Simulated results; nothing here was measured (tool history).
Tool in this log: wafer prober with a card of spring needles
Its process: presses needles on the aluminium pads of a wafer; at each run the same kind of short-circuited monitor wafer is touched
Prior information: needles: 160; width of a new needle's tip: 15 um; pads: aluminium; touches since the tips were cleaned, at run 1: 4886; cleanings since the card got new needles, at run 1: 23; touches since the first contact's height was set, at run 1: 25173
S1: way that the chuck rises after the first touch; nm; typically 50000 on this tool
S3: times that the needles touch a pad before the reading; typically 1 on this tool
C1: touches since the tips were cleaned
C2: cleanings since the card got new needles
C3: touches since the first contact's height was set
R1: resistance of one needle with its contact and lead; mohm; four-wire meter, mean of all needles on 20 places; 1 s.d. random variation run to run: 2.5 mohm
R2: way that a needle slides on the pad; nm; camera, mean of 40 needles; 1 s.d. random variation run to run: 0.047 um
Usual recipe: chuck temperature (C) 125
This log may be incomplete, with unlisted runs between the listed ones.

Run 1, day 0.000: usual settings; C1 4886; C2 23; C3 25173. Result: R1 283 mohm, R2 9460 nm.
At day 0.054: tips cleaned on abrasive film.
Run 2, day 0.204: usual settings but S3 3; C1 2263; C2 24; C3 28220. Result: R1 286 mohm, R2 9490 nm.
At day 0.433: tips cleaned on abrasive film.
Run 3, day 0.533: usual settings but S1 45000 nm; C1 1473; C2 25; C3 33171. Result: R1 287 mohm, R2 8610 nm.
Run 4, day 0.788: usual settings but S1 45000 nm; C1 5386; C2 25; C3 37084. Result: R1 286 mohm, R2 8550 nm.
At day 0.812: tips cleaned on abrasive film.
Run 5, day 1.125: usual settings but S1 45000 nm; C1 4809; C2 26; C3 42204. Result: R1 288 mohm, R2 8570 nm.
At day 1.188: tips cleaned on abrasive film.
Run 6, day 1.508: usual settings but chuck temperature (C) 78; C1 4933; C2 27; C3 47991. Result: R1 270 mohm, R2 9500 nm.
At day 1.571: tips cleaned on abrasive film.
Run 7, day 1.808: usual settings but chuck temperature (C) 78; C1 3628; C2 28; C3 52487. Result: R1 275 mohm, R2 9670 nm.
At day 1.962: tips cleaned on abrasive film.
Run 8, day 2.179: usual settings; C1 3332; C2 29; C3 58117. Result: R1 284 mohm, R2 9560 nm.
At day 2.333: tips cleaned on abrasive film.
Run 9, day 2.483: usual settings but chuck temperature (C) 57; C1 2280; C2 30; C3 62710. Result: R1 267 mohm, R2 9600 nm.
At day 2.708: tips cleaned on abrasive film.
Run 10, day 2.758: usual settings; C1 720; C2 31; C3 66807. Result: R1 280 mohm, R2 9600 nm.
Run 11, day 2.967: usual settings; C1 3939; C2 31; C3 70026. Result: R1 287 mohm, R2 9570 nm.
At day 3.092: tips cleaned on abrasive film.
Run 12, day 3.183: usual settings; C1 1350; C2 32; C3 73238. Result: R1 286 mohm, R2 9640 nm.
At day 3.458: tips cleaned on abrasive film.
Run 13, day 3.558: usual settings; C1 1557; C2 33; C3 78951. Result: R1 283 mohm, R2 9640 nm.
At day 3.817: tips cleaned on abrasive film.
Run 14, day 3.925: usual settings; C1 1614; C2 34; C3 84448. Result: R1 282 mohm, R2 9720 nm.
At day 4.183: tips cleaned on abrasive film.
Run 15, day 4.233: usual settings but chuck temperature (C) 49; C1 765; C2 35; C3 89158. Result: R1 259 mohm, R2 9660 nm.
At day 4.558: tips cleaned on abrasive film.
Run 16, day 4.650: usual settings but S1 56000 nm, chuck temperature (C) 49; C1 1413; C2 36; C3 95431. Result: R1 264 mohm, R2 10950 nm.
At day 4.938: tips cleaned on abrasive film.
Run 17, day 5.000: usual settings; C1 960; C2 37; C3 100711. Result: R1 286 mohm, R2 9700 nm.
At day 5.112: gauge calibrated.
At day 5.300: tips cleaned on abrasive film.
Run 18, day 5.371: usual settings; C1 1095; C2 38; C3 106333. Result: R1 284 mohm, R2 9470 nm.
At day 5.683: tips cleaned on abrasive film.
Run 19, day 5.779: usual settings; C1 1498; C2 39; C3 112516. Result: R1 282 mohm, R2 9480 nm.
At day 5.946: height of the first contact set anew.
At day 6.075: tips cleaned on abrasive film.
Run 20, day 6.204: usual settings but S1 38000 nm, chuck temperature (C) 51; C1 1991; C2 40; C3 3932. Result: R1 268 mohm, R2 7370 nm.
At day 6.450: tips cleaned on abrasive film.
Run 21, day 6.642: usual settings but S1 62000 nm, chuck temperature (C) 63, S3 3; C1 2914; C2 41; C3 10541. Result: R1 262 mohm, R2 11870 nm.
At day 6.833: tips cleaned on abrasive film.
Run 22, day 6.888: usual settings but S1 62000 nm, chuck temperature (C) 63, S3 3; C1 832; C2 42; C3 14226. Result: R1 260 mohm, R2 11830 nm.
Run 23, day 7.112: usual settings but S1 35000 nm, chuck temperature (C) 34; C1 4264; C2 42; C3 17658. Result: R1 268 mohm, R2 6660 nm.
At day 7.196: tips cleaned on abrasive film.
Run 24, day 7.417: usual settings but S1 35000 nm, chuck temperature (C) 34; C1 3388; C2 43; C3 22255. Result: R1 267 mohm, R2 6710 nm.
At day 7.579: tips cleaned on abrasive film.
Run 25, day 7.808: usual settings but S1 35000 nm, chuck temperature (C) 34; C1 3526; C2 44; C3 28199. Result: R1 264 mohm, R2 6730 nm.
At day 7.938: tips cleaned on abrasive film.
Run 26, day 8.146: usual settings but S1 59000 nm; C1 3185; C2 45; C3 33310. Result: R1 279 mohm, R2 11420 nm.
At day 8.300: tips cleaned on abrasive film.
Run 27, day 8.396: usual settings but S1 47000 nm, chuck temperature (C) 49; C1 1487; C2 46; C3 37044. Result: R1 266 mohm, R2 9130 nm.
At day 8.675: tips cleaned on abrasive film.
Run 28, day 8.812: usual settings but chuck temperature (C) 97, S3 2; C1 2085; C2 47; C3 43342. Result: R1 276 mohm, R2 9730 nm.
At day 9.050: tips cleaned on abrasive film.
Run 29, day 9.121: usual settings but S1 33000 nm, chuck temperature (C) 32, S3 2; C1 1097; C2 48; C3 47992. Result: R1 262 mohm, R2 6370 nm.
Run 30, day 9.383: usual settings but S1 33000 nm, chuck temperature (C) 32, S3 2; C1 5089; C2 48; C3 51984. Result: R1 267 mohm, R2 6460 nm.
At day 9.421: tips cleaned on abrasive film.
Run 31, day 9.721: usual settings but S1 33000 nm, chuck temperature (C) 32, S3 2; C1 4617; C2 49; C3 57114. Result: R1 267 mohm, R2 6350 nm.
At day 9.792: tips cleaned on abrasive film.
Run 32, day 9.971: usual settings but S1 34000 nm, chuck temperature (C) 64; C1 2740; C2 50; C3 60876. Result: R1 276 mohm, R2 6620 nm.
At day 10.158: tips cleaned on abrasive film.
Run 33, day 10.396: usual settings but S1 34000 nm, chuck temperature (C) 64; C1 3633; C2 51; C3 67286. Result: R1 274 mohm, R2 6660 nm.

What if the next run were any one of these 3? Each begins from the tool's condition after run 33:
At day 10.538: tips cleaned on abrasive film.
Run A, day 10.575: usual settings but S1 55000 nm, chuck temperature (C) 27, S3 2; C1 631; C2 52; C3 70002. Result: R1 ?, R2 ?.
At day 10.538: tips cleaned on abrasive film.
Run B, day 10.575: usual settings but S1 34000 nm, chuck temperature (C) 49; C1 631; C2 52; C3 70002. Result: R1 ?, R2 ?.
At day 10.538: tips cleaned on abrasive film.
Run C, day 10.575: usual settings but S1 53000 nm, chuck temperature (C) 51; C1 631; C2 52; C3 70002. Result: R1 ?, R2 ?.

run   R1     R2
  A  256  10690
  B  270   6610
  C  262  10220
Without the tool's hidden state the same runs would have given:
run   R1     R2
  A  256  10380
  B  270   6420
  C  262   9930

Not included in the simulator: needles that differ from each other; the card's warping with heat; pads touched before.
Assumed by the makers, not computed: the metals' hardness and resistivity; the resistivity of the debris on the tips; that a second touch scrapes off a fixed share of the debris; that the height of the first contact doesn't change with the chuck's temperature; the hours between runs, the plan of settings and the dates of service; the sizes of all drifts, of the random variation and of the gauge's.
